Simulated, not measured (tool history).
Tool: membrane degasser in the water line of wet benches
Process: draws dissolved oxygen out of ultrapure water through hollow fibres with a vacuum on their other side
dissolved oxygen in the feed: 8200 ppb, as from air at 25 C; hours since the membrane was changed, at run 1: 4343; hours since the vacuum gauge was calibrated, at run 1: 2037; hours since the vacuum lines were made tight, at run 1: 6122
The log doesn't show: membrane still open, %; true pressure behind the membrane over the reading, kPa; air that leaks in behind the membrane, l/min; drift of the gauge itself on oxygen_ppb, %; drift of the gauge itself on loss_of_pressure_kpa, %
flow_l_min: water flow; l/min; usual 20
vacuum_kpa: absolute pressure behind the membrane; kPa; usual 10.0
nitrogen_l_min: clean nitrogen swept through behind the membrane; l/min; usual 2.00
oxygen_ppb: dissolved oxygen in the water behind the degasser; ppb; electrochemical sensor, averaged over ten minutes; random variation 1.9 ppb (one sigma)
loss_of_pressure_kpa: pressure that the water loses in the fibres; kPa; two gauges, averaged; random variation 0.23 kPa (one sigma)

run	hour	flow_l_min	vacuum_kpa	nitrogen_l_min	hours since the membrane was changed	hours since the vacuum gauge was calibrated	hours since the vacuum lines were made tight	oxygen_ppb	loss_of_pressure_kpa
1	0.0	20	10.0	2.00	4343	2037	6122	244.0	57.56
2	97.5	20	10.0	2.00	4441	2135	6220	244.0	57.38
3	206.6	20	10.0	2.00	4550	2244	6329	243.0	57.25
4	303.0	20	10.0	1.96	4646	2340	6425	248.8	57.69
5	396.5	20	10.0	1.96	4740	2434	6519	248.0	57.68
6	506.6	20	10.0	1.96	4850	2544	6629	247.8	57.70
7	564.6	20	10.0	0.89	4908	2602	6687	409.2	57.38
8	644.1	20	10.0	0.89	4987	2681	6766	407.6	57.69
9	693.3	20	10.0	2.00	5037	2731	6816	245.7	57.39
10	769.4	20	10.0	2.00	5113	2807	6892	245.0	57.68
11	814.5	20	10.0	2.00	5158	2852	6937	243.3	56.98
12	915.7	20	10.0	2.64	5259	2953	7038	213.8	57.23
13	1026.7	32	10.0	2.57	5370	3064	7149	429.9	92.62
14	1074.7	25	10.0	2.00	5418	3112	7197	341.6	71.88
15	1182.7	21	20.6	1.97	5526	3220	7305	517.8	60.31
16	1288.2	21	20.6	2.19	5631	3326	7411	473.6	60.21
17	1388.5	22	7.1	3.00	5732	3426	7511	176.9	63.52
# hour 1443.5: vacuum gauge calibrated
18	1459.2	22	7.1	3.00	5802	16	7581	179.8	63.38
19	1549.7	22	24.0	3.00	5892	106	7671	457.1	63.43
20	1628.8	23	12.8	3.66	5972	185	7751	266.5	66.27
21	1708.6	23	12.8	3.66	6051	265	7830	266.4	66.62
22	1775.6	23	12.8	3.66	6118	332	7897	268.4	66.39
23	1865.8	23	12.8	3.66	6208	422	7988	267.4	66.39

Hidden state or all else? Some run-to-run changes of oxygen_ppb, split into what the settings, what came in and random variation would give without the hidden state, and what is left for the hidden state (with any gauge scatter that isn't in both results):
Run 12 -> 13: flow_l_min 20 -> 32, nitrogen_l_min 2.64 -> 2.57. oxygen_ppb +216.1 ppb: hidden state +6.4, all else +209.7.
Run 16 -> 17: flow_l_min 21 -> 22, vacuum_kpa 20.6 -> 7.1, nitrogen_l_min 2.19 -> 3.00. oxygen_ppb -296.7 ppb: hidden state -3.7, all else -293.0.
Run 18 -> 19: vacuum_kpa 7.1 -> 24.0. oxygen_ppb +277.3 ppb: hidden state +4.4, all else +272.9.
